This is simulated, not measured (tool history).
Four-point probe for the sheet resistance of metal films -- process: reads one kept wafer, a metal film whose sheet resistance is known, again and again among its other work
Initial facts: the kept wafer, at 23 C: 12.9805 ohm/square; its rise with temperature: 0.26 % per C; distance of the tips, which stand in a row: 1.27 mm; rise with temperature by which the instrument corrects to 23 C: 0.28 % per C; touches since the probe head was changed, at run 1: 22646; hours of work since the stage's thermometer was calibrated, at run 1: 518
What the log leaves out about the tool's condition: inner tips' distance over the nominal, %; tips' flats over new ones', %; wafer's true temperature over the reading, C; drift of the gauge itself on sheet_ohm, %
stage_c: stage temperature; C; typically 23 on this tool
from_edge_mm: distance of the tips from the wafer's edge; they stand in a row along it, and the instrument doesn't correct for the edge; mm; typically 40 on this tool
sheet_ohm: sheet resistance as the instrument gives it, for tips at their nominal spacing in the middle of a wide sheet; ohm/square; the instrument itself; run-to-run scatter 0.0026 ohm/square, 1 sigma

run,hour,stage_c,from_edge_mm,touches since the probe head was changed,hours of work since the stage's thermometer was calibrated,sheet_ohm
1,0,23,40,22646,518,12.921041
2,33.3,23,40,23631,533,12.920832
3,50.2,23,40,24131,541,12.921252
4,83.7,23,62,25124,556,12.911633
5,104,23,40,25726,565,12.916696
6,122.1,23,40,26263,573,12.917258
7,139.9,23,40,26788,581,12.914442
8,161.9,23,40,27441,591,12.916463
9,185,23,40,28125,602,12.918152
10,209.9,23,40,28863,613,12.916421
11,239.7,23,40,29746,627,12.917478
12,256.7,23,40,30248,634,12.917938
13,274.4,23,40,30774,642,12.918632
14,311,23,40,31857,659,12.914501
15,341.9,23,40,32772,673,12.916854
16,371.1,20,20,33638,686,12.943241
17,408.4,33,44,34742,703,12.890871
18,441.7,33,44,35729,718,12.885855
19,472.5,20,49,36641,732,12.91752
20,510.1,20,49,37754,749,12.91719
21,540.5,23,26,38653,763,12.921166
22,571.5,23,6,39573,777,13.206872
23,610.1,23,6,40716,794,13.203389
24,638.9,21,11,41569,807,12.998885
25,678.7,21,11,42748,825,12.997277
26,702.8,26,32,43459,836,12.900229
27,720.1,32,40,43971,844,12.885836
28,751.2,21,40,44895,858,12.909178
29,781.9,21,40,45803,872,12.908178
30,804.5,21,40,46473,882,12.906671

Selected run-to-run steps in sheet_ohm, each split into two signed amounts: the part the tool would show with no hidden state at all (from settings, incoming material and random variation), and the remainder, which goes to the hidden state together with any gauge scatter not common to the measured and the hidden-state-free results:
Run 19 -> 20: no setting touched and nothing written in the log between the runs. sheet_ohm -0.00033 ohm/square: hidden state -0.000914, all else +0.000584.
Run 21 -> 22: from_edge_mm 26 -> 6. sheet_ohm +0.285706 ohm/square: hidden state -0.002266, all else +0.287972.
Run 23 -> 24: stage_c 23 -> 21, from_edge_mm 6 -> 11. sheet_ohm -0.204504 ohm/square: hidden state +0.000452, all else -0.204956.
Run 24 -> 25: no setting touched and nothing written in the log between the runs. sheet_ohm -0.001608 ohm/square: hidden state -0.000956, all else -0.000652.
Run 25 -> 26: stage_c 21 -> 26, from_edge_mm 11 -> 32. sheet_ohm -0.097048 ohm/square: hidden state -0.000083, all else -0.096965.
